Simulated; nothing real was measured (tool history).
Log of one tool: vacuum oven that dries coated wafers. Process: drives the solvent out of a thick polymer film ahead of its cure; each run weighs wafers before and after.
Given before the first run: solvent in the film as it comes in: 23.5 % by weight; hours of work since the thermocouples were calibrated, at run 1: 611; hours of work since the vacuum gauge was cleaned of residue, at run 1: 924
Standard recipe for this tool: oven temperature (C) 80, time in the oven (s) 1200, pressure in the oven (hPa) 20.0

run   hour  oven temperature (C)  time in the oven (s)  pressure in the oven (hPa)  hours of work since the thermocouples were calibrated  hours of work since the vacuum gauge was cleaned of residue  solvent left in the film (%)
  1    0.0                    80                  1200                        20.0                                                    611                                                          924                          5.91
  2   28.5                    80                  1200                        20.0                                                    624                                                          936                          5.92
  3   62.3                    80                  1200                        20.0                                                    639                                                          951                          5.93
  4   93.3                    85                  1200                        20.0                                                    653                                                          965                          4.43
  5  140.2                    77                  1200                        20.0                                                    673                                                          986                          6.86
  6  190.3                    80                  1200                        47.0                                                    696                                                         1008                          7.47
  7  228.3                    80                  1200                        47.0                                                    712                                                         1025                          7.44
  8  251.1                    80                  1200                        20.0                                                    722                                                         1035                          5.88
  9  287.9                    80                   660                        71.5                                                    739                                                         1051                         11.99
 10  332.0                    80                   660                        28.8                                                    758                                                         1070                         10.15
 11  371.2                    74                   720                        20.0                                                    776                                                         1088                         11.44
 12  398.3                    68                   720                        20.0                                                    787                                                         1100                         13.06
 13  422.2                    68                   720                        20.0                                                    798                                                         1110                         13.15
 14  447.9                    70                  2160                        51.3                                                    809                                                         1122                          8.51
 15  478.2                    74                  1740                        34.3                                                    823                                                         1135                          6.78
 16  515.3                    74                  1740                        34.3                                                    839                                                         1151                          6.75

4 options for the next run, each taken on its own from the tool as it stands now. Forecast them:
  A  549.5                    74                  1740                        17.1                                                    854                                                         1166                             ?
  B  549.5                    67                   900                        31.4                                                    854                                                         1166                             ?
  C  549.5                    74                  1200                        75.2                                                    854                                                         1166                             ?
  D  549.5                    88                  1380                        20.0                                                    854                                                         1166                             ?

run  solvent left in the film (%)
  A                          5.36
  B                         13.00
  C                         11.62
  D                          2.88
With the hidden condition removed and each run's random variation left untouched, the same runs would have given:
run  solvent left in the film (%)
  A                          5.48
  B                         13.15
  C                         11.86
  D                          2.97
